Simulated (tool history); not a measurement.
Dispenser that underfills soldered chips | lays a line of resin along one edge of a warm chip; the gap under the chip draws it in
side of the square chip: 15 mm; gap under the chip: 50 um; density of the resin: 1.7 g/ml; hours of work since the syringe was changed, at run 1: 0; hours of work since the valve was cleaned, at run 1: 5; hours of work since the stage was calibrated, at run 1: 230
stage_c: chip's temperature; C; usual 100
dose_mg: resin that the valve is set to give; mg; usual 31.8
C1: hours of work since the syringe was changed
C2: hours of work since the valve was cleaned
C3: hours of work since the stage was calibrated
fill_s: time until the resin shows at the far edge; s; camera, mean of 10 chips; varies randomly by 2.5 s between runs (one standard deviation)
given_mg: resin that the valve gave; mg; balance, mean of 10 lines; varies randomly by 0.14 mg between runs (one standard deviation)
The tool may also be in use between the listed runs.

{"run": 1, "hour": 0.0, "stage_c": 100, "dose_mg": 31.8, "C1": 0, "C2": 5, "C3": 230, "fill_s": 250.5, "given_mg": 31.66}
{"hour": 9.7, "done": "new syringe of resin"}
{"run": 2, "hour": 10.1, "stage_c": 100, "dose_mg": 31.8, "C1": 0, "C2": 11, "C3": 236, "fill_s": 265.6, "given_mg": 31.3}
{"run": 3, "hour": 15.5, "stage_c": 100, "dose_mg": 31.8, "C1": 4, "C2": 15, "C3": 239, "fill_s": 298.6, "given_mg": 31.57}
{"hour": 19.2, "done": "new syringe of resin"}
{"run": 4, "hour": 23.0, "stage_c": 100, "dose_mg": 31.8, "C1": 2, "C2": 19, "C3": 244, "fill_s": 286.6, "given_mg": 31.33}
{"hour": 28.8, "done": "new syringe of resin"}
{"run": 5, "hour": 29.6, "stage_c": 100, "dose_mg": 31.8, "C1": 0, "C2": 23, "C3": 248, "fill_s": 264.2, "given_mg": 31.17}
{"run": 6, "hour": 36.0, "stage_c": 100, "dose_mg": 31.8, "C1": 4, "C2": 27, "C3": 251, "fill_s": 312.5, "given_mg": 30.89}
{"hour": 38.4, "done": "new syringe of resin"}
{"run": 7, "hour": 43.6, "stage_c": 111, "dose_mg": 31.8, "C1": 3, "C2": 31, "C3": 256, "fill_s": 188, "given_mg": 30.98}
{"hour": 48.1, "done": "new syringe of resin"}
{"run": 8, "hour": 52.2, "stage_c": 111, "dose_mg": 31.8, "C1": 3, "C2": 36, "C3": 261, "fill_s": 189.1, "given_mg": 30.75}
{"hour": 57.7, "done": "new syringe of resin"}
{"run": 9, "hour": 57.8, "stage_c": 111, "dose_mg": 31.8, "C1": 0, "C2": 39, "C3": 264, "fill_s": 164.7, "given_mg": 30.56}
{"run": 10, "hour": 63.5, "stage_c": 111, "dose_mg": 31.8, "C1": 3, "C2": 43, "C3": 268, "fill_s": 194.8, "given_mg": 30.5}
{"hour": 67.7, "done": "new syringe of resin"}
{"run": 11, "hour": 70.4, "stage_c": 111, "dose_mg": 31.8, "C1": 2, "C2": 47, "C3": 272, "fill_s": 176.7, "given_mg": 30.42}
{"run": 12, "hour": 76.0, "stage_c": 111, "dose_mg": 31.8, "C1": 5, "C2": 50, "C3": 275, "fill_s": 203.2, "given_mg": 30.26}
{"hour": 77.3, "done": "new syringe of resin"}
{"hour": 80.5, "done": "dispensing valve cleaned and set on the balance"}
{"hour": 87.7, "done": "new syringe of resin"}
{"run": 13, "hour": 88.4, "stage_c": 100, "dose_mg": 32.4, "C1": 0, "C2": 5, "C3": 282, "fill_s": 264.5, "given_mg": 32.15}
{"run": 14, "hour": 95.9, "stage_c": 100, "dose_mg": 32.4, "C1": 5, "C2": 9, "C3": 286, "fill_s": 328.1, "given_mg": 32.05}
{"hour": 97.1, "done": "new syringe of resin"}
{"run": 15, "hour": 101.6, "stage_c": 100, "dose_mg": 32.4, "C1": 3, "C2": 12, "C3": 289, "fill_s": 291, "given_mg": 32.11}
{"hour": 106.3, "done": "new syringe of resin"}
{"run": 16, "hour": 112.1, "stage_c": 100, "dose_mg": 31.8, "C1": 3, "C2": 19, "C3": 295, "fill_s": 308.3, "given_mg": 31.26}
{"hour": 115.6, "done": "new syringe of resin"}
{"run": 17, "hour": 121.1, "stage_c": 100, "dose_mg": 31.8, "C1": 3, "C2": 24, "C3": 301, "fill_s": 300.3, "given_mg": 31.19}
{"hour": 125.3, "done": "new syringe of resin"}
{"run": 18, "hour": 131.0, "stage_c": 101, "dose_mg": 37.5, "C1": 3, "C2": 30, "C3": 307, "fill_s": 289.1, "given_mg": 36.44}
{"hour": 134.9, "done": "new syringe of resin"}
{"run": 19, "hour": 141.7, "stage_c": 110, "dose_mg": 31.8, "C1": 4, "C2": 36, "C3": 313, "fill_s": 204.4, "given_mg": 30.98}
{"hour": 144.2, "done": "new syringe of resin"}
{"run": 20, "hour": 148.1, "stage_c": 110, "dose_mg": 31.8, "C1": 2, "C2": 40, "C3": 317, "fill_s": 196.2, "given_mg": 30.5}
{"run": 21, "hour": 153.0, "stage_c": 110, "dose_mg": 31.8, "C1": 5, "C2": 43, "C3": 319, "fill_s": 220.8, "given_mg": 30.62}
{"hour": 154.3, "done": "new syringe of resin"}
{"run": 22, "hour": 159.8, "stage_c": 97, "dose_mg": 28.7, "C1": 3, "C2": 47, "C3": 323, "fill_s": 352, "given_mg": 27.57}
{"hour": 164.0, "done": "new syringe of resin"}
{"hour": 170.7, "done": "dispensing valve cleaned and set on the balance"}
{"run": 23, "hour": 172.2, "stage_c": 100, "dose_mg": 28.5, "C1": 4, "C2": 1, "C3": 330, "fill_s": 319.8, "given_mg": 28.59}
{"hour": 174.8, "done": "new syringe of resin"}
{"run": 24, "hour": 180.0, "stage_c": 103, "dose_mg": 30, "C1": 3, "C2": 5, "C3": 335, "fill_s": 270.2, "given_mg": 29.82}
{"hour": 184.5, "done": "new syringe of resin"}
{"run": 25, "hour": 186.8, "stage_c": 103, "dose_mg": 30, "C1": 1, "C2": 9, "C3": 339, "fill_s": 250.8, "given_mg": 29.74}
{"hour": 194.0, "done": "new syringe of resin"}
{"run": 26, "hour": 197.0, "stage_c": 103, "dose_mg": 40.2, "C1": 2, "C2": 15, "C3": 345, "fill_s": 248.6, "given_mg": 39.73}
{"hour": 203.4, "done": "new syringe of resin"}
{"run": 27, "hour": 205.8, "stage_c": 86, "dose_mg": 40.8, "C1": 1, "C2": 20, "C3": 350, "fill_s": 511.9, "given_mg": 40.08}
{"hour": 212.9, "done": "new syringe of resin"}
{"run": 28, "hour": 212.9, "stage_c": 106, "dose_mg": 30.8, "C1": 0, "C2": 25, "C3": 354, "fill_s": 206.1, "given_mg": 30.21}
{"hour": 222.7, "done": "new syringe of resin"}
{"run": 29, "hour": 224.0, "stage_c": 106, "dose_mg": 30.8, "C1": 1, "C2": 31, "C3": 360, "fill_s": 216.6, "given_mg": 29.77}
{"run": 30, "hour": 230.0, "stage_c": 108, "dose_mg": 34.7, "C1": 4, "C2": 35, "C3": 364, "fill_s": 233.3, "given_mg": 33.2}
{"hour": 232.6, "done": "new syringe of resin"}
{"run": 31, "hour": 240.8, "stage_c": 108, "dose_mg": 34.7, "C1": 5, "C2": 41, "C3": 370, "fill_s": 235.3, "given_mg": 33.6}
{"hour": 242.1, "done": "new syringe of resin"}
{"run": 32, "hour": 247.1, "stage_c": 99, "dose_mg": 31.8, "C1": 3, "C2": 45, "C3": 374, "fill_s": 318.1, "given_mg": 30.74}
{"hour": 251.4, "done": "new syringe of resin"}
{"run": 33, "hour": 252.1, "stage_c": 99, "dose_mg": 31.8, "C1": 0, "C2": 48, "C3": 377, "fill_s": 281.3, "given_mg": 30.24}
{"hour": 260.5, "done": "dispensing valve cleaned and set on the balance"}
{"hour": 261.6, "done": "new syringe of resin"}
{"run": 34, "hour": 264.4, "stage_c": 95, "dose_mg": 38.8, "C1": 2, "C2": 2, "C3": 383, "fill_s": 340.6, "given_mg": 38.96}

Branching from run 34: 4 alternative next runs. What would each branch give?
{"hour": 271.0, "done": "new syringe of resin"}
{"run": "A", "hour": 273.6, "stage_c": 114, "dose_mg": 27.7, "C1": 2, "C2": 8, "C3": 389, "fill_s": "?", "given_mg": "?"}
{"hour": 271.0, "done": "new syringe of resin"}
{"run": "B", "hour": 273.6, "stage_c": 94, "dose_mg": 29.4, "C1": 2, "C2": 8, "C3": 389, "fill_s": "?", "given_mg": "?"}
{"hour": 271.0, "done": "new syringe of resin"}
{"run": "C", "hour": 273.6, "stage_c": 108, "dose_mg": 37.5, "C1": 2, "C2": 8, "C3": 389, "fill_s": "?", "given_mg": "?"}
{"hour": 271.0, "done": "new syringe of resin"}
{"run": "D", "hour": 273.6, "stage_c": 94, "dose_mg": 38.8, "C1": 2, "C2": 8, "C3": 389, "fill_s": "?", "given_mg": "?"}

run=A fill_s=169.6 given_mg=27.54
run=B fill_s=379.8 given_mg=29.15
run=C fill_s=205.3 given_mg=37.23
run=D fill_s=369.4 given_mg=38.41
What these runs would have given with no unlogged condition in the tool:
run=A fill_s=144.2 given_mg=27.72
run=B fill_s=320.3 given_mg=29.34
run=C fill_s=174.3 given_mg=37.47
run=D fill_s=311.7 given_mg=38.67
